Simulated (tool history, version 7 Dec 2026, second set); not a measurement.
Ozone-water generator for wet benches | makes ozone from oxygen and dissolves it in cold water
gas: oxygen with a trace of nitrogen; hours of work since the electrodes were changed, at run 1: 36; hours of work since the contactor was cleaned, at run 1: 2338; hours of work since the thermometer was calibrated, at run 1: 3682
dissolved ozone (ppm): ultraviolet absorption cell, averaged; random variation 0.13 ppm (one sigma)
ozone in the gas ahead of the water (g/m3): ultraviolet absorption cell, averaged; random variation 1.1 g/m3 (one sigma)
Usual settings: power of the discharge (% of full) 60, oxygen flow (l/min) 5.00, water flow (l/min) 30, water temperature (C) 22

run	hour	power of the discharge (% of full)	oxygen flow (l/min)	water flow (l/min)	water temperature (C)	hours of work since the electrodes were changed	hours of work since the contactor was cleaned	hours of work since the thermometer was calibrated	dissolved ozone (ppm)	ozone in the gas ahead of the water (g/m3)
1	0.0	60	5.00	30	22	36	2338	3682	15.0	203.0
2	70.8	60	5.00	30	22	101	2404	3748	15.1	201.7
3	114.8	60	5.00	30	22	142	2445	3788	15.1	202.8
4	175.4	60	5.00	30	22	199	2501	3845	15.2	204.3
5	217.0	60	5.00	30	22	237	2540	3883	15.0	201.4
6	272.9	60	5.00	30	22	289	2592	3935	15.0	204.1
7	338.8	60	5.00	30	23	350	2653	3997	14.8	203.7
8	393.6	60	4.85	30	23	401	2704	4047	14.9	208.2
9	461.0	60	5.00	30	22	464	2767	4110	15.2	205.5
10	522.7	60	5.00	30	22	521	2824	4167	15.0	204.3
11	600.0	60	5.00	30	22	593	2896	4239	14.8	202.9
12	645.8	60	6.20	30	22	636	2938	4282	14.9	179.7
13	688.0	60	6.20	30	22	675	2978	4321	14.9	178.5
14	755.8	60	6.20	30	22	738	3041	4384	14.9	179.0
# hour 765.1: water thermometer calibrated
15	804.5	60	5.00	32	22	783	3085	37	13.7	203.2
16	850.8	60	5.00	32	22	826	3128	80	14.0	205.0
17	919.8	85	5.00	35	22	890	3193	144	16.1	256.3
18	951.0	88	5.49	35	15	919	3222	173	17.8	249.4
19	998.3	88	5.49	35	15	963	3266	217	18.0	247.1
20	1040.2	64	5.00	30	15	1002	3304	256	17.1	213.2
21	1100.8	60	3.24	46	22	1058	3361	312	8.8	265.5
22	1176.2	60	3.24	46	22	1128	3431	382	8.8	265.2
23	1219.4	60	3.24	46	22	1168	3471	422	8.8	265.3
24	1264.0	41	3.48	30	22	1210	3512	464	11.6	200.6
25	1325.3	62	4.42	38	22	1267	3569	521	11.8	224.8
26	1383.8	62	4.42	38	22	1321	3624	575	11.8	224.9
27	1424.4	60	5.00	40	22	1359	3661	613	10.9	204.3
28	1475.8	63	5.00	42	22	1406	3709	660	10.8	211.2
29	1528.9	63	5.00	42	22	1456	3759	710	10.8	213.2

Forecast each of these 5 alternatives for the next run:
A	1572.8	63	5.28	42	22	1496	3799	750	?	?
B	1572.8	63	6.11	36	19	1496	3799	750	?	?
C	1572.8	41	5.00	43	22	1496	3799	750	?	?
D	1572.8	63	5.00	42	20	1496	3799	750	?	?
E	1572.8	63	4.21	42	16	1496	3799	750	?	?

run	dissolved ozone (ppm)	ozone in the gas ahead of the water (g/m3)
A	10.9	206.2
B	13.3	187.7
C	8.2	161.1
D	11.1	212.2
E	11.0	237.8
Without the tool's hidden state the same runs would have given:
run	dissolved ozone (ppm)	ozone in the gas ahead of the water (g/m3)
A	11.0	202.4
B	13.3	184.2
C	8.2	158.1
D	11.1	208.3
E	11.0	233.4
